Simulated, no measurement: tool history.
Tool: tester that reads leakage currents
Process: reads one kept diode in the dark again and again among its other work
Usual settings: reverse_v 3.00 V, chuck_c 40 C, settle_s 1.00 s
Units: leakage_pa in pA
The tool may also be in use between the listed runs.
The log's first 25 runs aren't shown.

run	hour	reverse_v	chuck_c	settle_s	leakage_pa
26	1528.2	3.00	47	8.41	640.30
27	1607.6	3.00	47	8.41	638.98
28	1681.3	13.64	49	1.00	1820.13
29	1740.7	1.20	37	2.24	183.99
30	1785.5	1.12	42	1.00	252.52
31	1865.2	2.80	53	2.93	926.22
32	1931.7	1.03	32	1.94	117.22
33	1973.2	2.71	47	3.67	608.39
34	2010.1	1.25	25	0.95	77.84
35	2073.8	2.85	40	6.07	386.47
36	2133.9	2.85	40	6.07	389.29
37	2191.8	2.85	40	6.07	389.30
38	2263.3	3.00	40	6.93	402.98
39	2307.6	13.74	57	0.69	3151.22

5 ways to go on from here, each from the tool as it stands after run 39. What would each give?
A	2378.0	3.00	39	1.00	?
B	2378.0	13.74	55	0.69	?
C	2378.0	12.62	40	1.00	?
D	2378.0	2.70	36	1.00	?
E	2378.0	5.54	26	0.51	?

run	leakage_pa
A	376.25
B	2780.97
C	961.17
D	285.98
E	211.11
Without the tool's hidden state the same runs would have given:
run	leakage_pa
A	347.17
B	2584.44
C	885.11
D	263.38
E	192.24
